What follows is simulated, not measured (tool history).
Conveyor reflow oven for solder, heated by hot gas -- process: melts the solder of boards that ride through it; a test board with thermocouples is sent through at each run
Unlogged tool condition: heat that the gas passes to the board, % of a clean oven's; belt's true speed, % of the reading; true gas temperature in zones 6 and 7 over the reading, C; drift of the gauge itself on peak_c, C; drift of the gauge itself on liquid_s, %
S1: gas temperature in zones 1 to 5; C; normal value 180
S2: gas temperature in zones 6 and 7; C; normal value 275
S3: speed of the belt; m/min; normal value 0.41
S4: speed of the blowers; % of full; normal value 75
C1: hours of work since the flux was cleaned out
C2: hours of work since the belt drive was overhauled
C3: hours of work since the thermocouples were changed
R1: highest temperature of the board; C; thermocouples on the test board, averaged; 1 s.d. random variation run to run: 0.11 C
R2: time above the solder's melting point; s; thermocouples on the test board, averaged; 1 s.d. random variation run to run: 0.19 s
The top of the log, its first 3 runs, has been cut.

| run | hour | S1 | S2 | S3 | S4 | C1 | C2 | C3 | R1 | R2 |
|---|---|---|---|---|---|---|---|---|---|---|
| 4 | 37.6 | 180 | 275 | 0.447 | 75 | 70 | 342 | 342 | 263.2 | 70.4 |
| 5 | 52.7 | 180 | 275 | 0.447 | 75 | 80 | 352 | 352 | 263.3 | 70.4 |
| 6 | 66.2 | 180 | 287 | 0.41 | 75 | 89 | 360 | 360 | 276.8 | 83.5 |
| 7 | 75.6 | 180 | 287 | 0.41 | 75 | 95 | 367 | 367 | 276.6 | 83.6 |
| 8 | 88.6 | 180 | 287 | 0.41 | 75 | 103 | 375 | 375 | 276.7 | 83.3 |
| 9 | 104.6 | 180 | 287 | 0.41 | 75 | 114 | 385 | 385 | 276.5 | 83.4 |
| 10 | 113.3 | 180 | 275 | 0.41 | 75 | 119 | 391 | 391 | 265.6 | 78.3 |
| 11 | 130.1 | 180 | 270 | 0.41 | 75 | 130 | 402 | 402 | 260.8 | 75.9 |
| 12 | 144.2 | 180 | 275 | 0.41 | 58 | 139 | 411 | 411 | 262.4 | 76.1 |
|  | 149.9 | belt drive overhauled, speed set with a stopwatch |
| 13 | 164.8 | 191 | 275 | 0.41 | 75 | 150 | 10 | 422 | 266.8 | 84.2 |
| 14 | 175.6 | 191 | 275 | 0.41 | 75 | 157 | 17 | 429 | 266.6 | 84.4 |
| 15 | 193.1 | 191 | 275 | 0.41 | 75 | 168 | 28 | 440 | 266.6 | 84.1 |
|  | 205.5 | flux residue cleaned out of gas plates and filters |
|  | 211.1 | belt drive overhauled, speed set with a stopwatch, once more |
| 16 | 219.1 | 173 | 289 | 0.479 | 60 | 6 | 5 | 451 | 269.7 | 65.4 |
| 17 | 235.7 | 181 | 275 | 0.41 | 75 | 17 | 16 | 462 | 266.5 | 79.1 |
| 18 | 244.6 | 181 | 275 | 0.41 | 75 | 23 | 22 | 468 | 266.4 | 79.2 |
| 19 | 261.1 | 181 | 275 | 0.41 | 75 | 33 | 32 | 479 | 266.5 | 79.2 |
| 20 | 270.1 | 185 | 270 | 0.345 | 75 | 39 | 38 | 484 | 265.6 | 96.1 |

What does the tool deliver on the next run?
| 21 | 286.9 | 180 | 263 | 0.41 | 65 | 50 | 49 | 495 | ? | ? |

Run 21 yielded R1 253.8 C, R2 70.9 s.
Without the tool's hidden state the same run would have given R1 252.5 C, R2 70 s.
